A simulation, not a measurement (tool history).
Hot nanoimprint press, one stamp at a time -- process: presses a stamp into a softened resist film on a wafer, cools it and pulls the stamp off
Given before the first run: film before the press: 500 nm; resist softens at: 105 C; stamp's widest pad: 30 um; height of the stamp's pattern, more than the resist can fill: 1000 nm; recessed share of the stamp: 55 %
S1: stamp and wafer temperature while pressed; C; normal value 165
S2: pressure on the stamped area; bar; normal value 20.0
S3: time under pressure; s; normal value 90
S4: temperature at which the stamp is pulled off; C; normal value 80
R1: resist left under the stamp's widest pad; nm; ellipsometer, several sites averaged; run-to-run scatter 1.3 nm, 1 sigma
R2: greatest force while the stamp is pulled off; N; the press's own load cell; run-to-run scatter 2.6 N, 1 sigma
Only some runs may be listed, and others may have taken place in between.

Run 1, day 0.000: usual settings. Result: R1 192.9 nm, R2 120 N.
Run 2, day 2.496: usual settings but S3 61 s. Result: R1 223.4 nm, R2 124 N.
Run 3, day 4.838: usual settings but S2 31.5 bar. Result: R1 151.8 nm, R2 123 N.
Run 4, day 6.496: usual settings but S1 157 C. Result: R1 273.6 nm, R2 119 N.
Run 5, day 7.925: usual settings but S1 157 C, S4 75 C. Result: R1 276.9 nm, R2 131 N.
Run 6, day 9.854: usual settings but S1 157 C, S4 75 C. Result: R1 277.5 nm, R2 141 N.
Run 7, day 12.608: usual settings but S1 157 C, S4 75 C. Result: R1 276.8 nm, R2 134 N.
Run 8, day 14.533: usual settings but S1 157 C, S4 75 C. Result: R1 275.8 nm, R2 134 N.
At day 16.696: stamp cleaned and given a new release coat.
At day 17.383: plate thermocouple calibrated.
Run 9, day 18.096: usual settings but S1 157 C, S4 75 C. Result: R1 276.0 nm, R2 133 N.
Run 10, day 21.300: usual settings but S4 83 C. Result: R1 194.0 nm, R2 114 N.
Run 11, day 22.588: usual settings. Result: R1 194.6 nm, R2 121 N.
Run 12, day 25.175: usual settings. Result: R1 193.8 nm, R2 125 N.
At day 26.371: press's hydraulic seals changed and the load cell set to zero.
Run 13, day 28.679: usual settings but S3 55 s. Result: R1 232.0 nm, R2 122 N.
Run 14, day 30.321: usual settings. Result: R1 193.5 nm, R2 121 N.
Run 15, day 33.325: usual settings but S3 52 s. Result: R1 237.2 nm, R2 124 N.
Run 16, day 35.117: usual settings but S3 52 s, S4 87 C. Result: R1 236.0 nm, R2 104 N.
Run 17, day 36.825: usual settings but S1 170 C, S3 51 s. Result: R1 191.1 nm, R2 122 N.
Run 18, day 38.275: usual settings but S1 156 C, S3 96 s. Result: R1 280.0 nm, R2 127 N.
Run 19, day 40.575: usual settings but S2 29.3 bar, S4 85 C. Result: R1 160.3 nm, R2 108 N.
At day 43.312: plate thermocouple calibrated.
Run 20, day 43.875: usual settings but S2 14.9 bar, S4 85 C. Result: R1 223.4 nm, R2 107 N.
Run 21, day 46.333: usual settings but S1 162 C, S2 14.9 bar, S4 81 C. Result: R1 256.0 nm, R2 121 N.
At day 48.408: stamp cleaned and given a new release coat.
Run 22, day 48.612: usual settings but S4 65 C. Result: R1 193.6 nm, R2 157 N.
Run 23, day 50.204: usual settings but S1 157 C, S2 17.5 bar, S4 82 C. Result: R1 292.4 nm, R2 117 N.
Run 24, day 52.767: usual settings but S1 157 C, S2 17.5 bar, S4 82 C. Result: R1 287.3 nm, R2 119 N.
Run 25, day 54.546: usual settings but S1 154 C, S2 14.7 bar, S3 60 s, S4 82 C. Result: R1 383.8 nm, R2 119 N.
Run 26, day 57.608: usual settings but S1 154 C, S2 14.7 bar, S3 60 s, S4 82 C. Result: R1 382.7 nm, R2 120 N.
Run 27, day 59.392: usual settings but S1 154 C, S2 14.7 bar, S3 60 s, S4 82 C. Result: R1 375.2 nm, R2 117 N.
Run 28, day 60.771: usual settings but S1 154 C, S2 14.7 bar, S3 60 s, S4 82 C. Result: R1 378.1 nm, R2 115 N.
Run 29, day 63.962: usual settings but S2 16.3 bar, S4 76 C. Result: R1 213.6 nm, R2 138 N.

Each row is a separate what-if for the run after 29, all from the same tool condition, not one after another. Results?
Run A, day 66.058: usual settings but S3 48 s, S4 75 C. Result: R1 ?, R2 ?.
Run B, day 66.058: usual settings but S1 164 C, S2 17.3 bar, S3 46 s. Result: R1 ?, R2 ?.
Run C, day 66.058: usual settings but S2 15.5 bar, S3 139 s, S4 83 C. Result: R1 ?, R2 ?.
Run D, day 66.058: usual settings but S1 163 C, S2 16.3 bar, S3 108 s, S4 75 C. Result: R1 ?, R2 ?.

run     R1   R2
  A  241.5  132
  B  273.8  124
  C  187.3  111
  D  218.5  132
Without the tool's hidden state the same runs would have given:
run     R1   R2
  A  241.0  132
  B  273.3  124
  C  186.9  111
  D  218.1  132

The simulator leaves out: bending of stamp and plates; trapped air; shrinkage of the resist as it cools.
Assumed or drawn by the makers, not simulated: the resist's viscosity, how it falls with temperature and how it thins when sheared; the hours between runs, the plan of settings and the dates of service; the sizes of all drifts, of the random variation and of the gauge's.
